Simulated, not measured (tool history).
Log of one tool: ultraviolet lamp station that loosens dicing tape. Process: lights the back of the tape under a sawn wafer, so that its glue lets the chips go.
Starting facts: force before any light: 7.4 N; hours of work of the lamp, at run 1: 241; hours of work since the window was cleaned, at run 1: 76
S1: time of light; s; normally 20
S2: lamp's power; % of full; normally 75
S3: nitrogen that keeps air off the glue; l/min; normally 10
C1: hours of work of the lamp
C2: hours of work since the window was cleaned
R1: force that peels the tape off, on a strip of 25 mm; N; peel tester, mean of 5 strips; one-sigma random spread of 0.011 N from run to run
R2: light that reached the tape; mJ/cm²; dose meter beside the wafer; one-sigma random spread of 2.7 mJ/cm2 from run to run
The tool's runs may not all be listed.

{"run": 1, "hour": 0.0, "S1": 20, "S2": 75, "S3": 10, "C1": 241, "C2": 76, "R1": 0.598, "R2": 323}
{"run": 2, "hour": 8.5, "S1": 20, "S2": 75, "S3": 10, "C1": 247, "C2": 82, "R1": 0.597, "R2": 318}
{"run": 3, "hour": 12.5, "S1": 20, "S2": 75, "S3": 10, "C1": 250, "C2": 85, "R1": 0.599, "R2": 319}
{"run": 4, "hour": 18.7, "S1": 20, "S2": 75, "S3": 10, "C1": 255, "C2": 90, "R1": 0.592, "R2": 319}
{"run": 5, "hour": 25.1, "S1": 20, "S2": 75, "S3": 10, "C1": 259, "C2": 95, "R1": 0.589, "R2": 319}
{"run": 6, "hour": 31.9, "S1": 20, "S2": 75, "S3": 10, "C1": 264, "C2": 100, "R1": 0.595, "R2": 315}
{"run": 7, "hour": 36.0, "S1": 14, "S2": 75, "S3": 10, "C1": 267, "C2": 103, "R1": 1.191, "R2": 216}
{"run": 8, "hour": 42.7, "S1": 14, "S2": 75, "S3": 10, "C1": 272, "C2": 108, "R1": 1.194, "R2": 223}
{"run": 9, "hour": 47.3, "S1": 20, "S2": 75, "S3": 4, "C1": 276, "C2": 111, "R1": 1.259, "R2": 313}
{"run": 10, "hour": 56.4, "S1": 20, "S2": 75, "S3": 4, "C1": 283, "C2": 118, "R1": 1.233, "R2": 314}
{"run": 11, "hour": 61.6, "S1": 20, "S2": 75, "S3": 10, "C1": 287, "C2": 122, "R1": 0.598, "R2": 313}
{"run": 12, "hour": 66.8, "S1": 20, "S2": 75, "S3": 5, "C1": 290, "C2": 126, "R1": 1.156, "R2": 314}
{"run": 13, "hour": 70.8, "S1": 20, "S2": 82, "S3": 11, "C1": 293, "C2": 129, "R1": 0.477, "R2": 341}
{"run": 14, "hour": 79.7, "S1": 11, "S2": 75, "S3": 19, "C1": 300, "C2": 135, "R1": 1.282, "R2": 173}
{"run": 15, "hour": 84.0, "S1": 13, "S2": 83, "S3": 10, "C1": 303, "C2": 139, "R1": 1.2, "R2": 221}
{"run": 16, "hour": 91.5, "S1": 35, "S2": 77, "S3": 11, "C1": 309, "C2": 144, "R1": 0.206, "R2": 552}
{"run": 17, "hour": 100.0, "S1": 29, "S2": 70, "S3": 19, "C1": 315, "C2": 151, "R1": 0.24, "R2": 415}
{"run": 18, "hour": 104.4, "S1": 29, "S2": 70, "S3": 19, "C1": 319, "C2": 154, "R1": 0.225, "R2": 414}
{"run": 19, "hour": 112.9, "S1": 29, "S2": 70, "S3": 19, "C1": 325, "C2": 160, "R1": 0.23, "R2": 419}
{"run": 20, "hour": 118.7, "S1": 29, "S2": 70, "S3": 19, "C1": 329, "C2": 165, "R1": 0.236, "R2": 415}
{"run": 21, "hour": 128.0, "S1": 25, "S2": 67, "S3": 7, "C1": 336, "C2": 172, "R1": 0.712, "R2": 341}
{"run": 22, "hour": 134.6, "S1": 20, "S2": 79, "S3": 5, "C1": 341, "C2": 176, "R1": 1.056, "R2": 317}
{"run": 23, "hour": 142.9, "S1": 15, "S2": 65, "S3": 10, "C1": 347, "C2": 183, "R1": 1.45, "R2": 194}

Branching from run 23: 3 alternative next runs. What would each branch give?
{"run": "A", "hour": 148.8, "S1": 20, "S2": 76, "S3": 10, "C1": 352, "C2": 187, "R1": "?", "R2": "?"}
{"run": "B", "hour": 148.8, "S1": 15, "S2": 65, "S3": 10, "C1": 352, "C2": 187, "R1": "?", "R2": "?"}
{"run": "C", "hour": 148.8, "S1": 17, "S2": 83, "S3": 5, "C1": 352, "C2": 187, "R1": "?", "R2": "?"}

run=A R1=0.625 R2=305
run=B R1=1.405 R2=196
run=C R1=1.296 R2=283
Without the tool's hidden state the same runs would have given:
run=A R1=0.464 R2=352
run=B R1=1.11 R2=226
run=C R1=1.011 R2=327
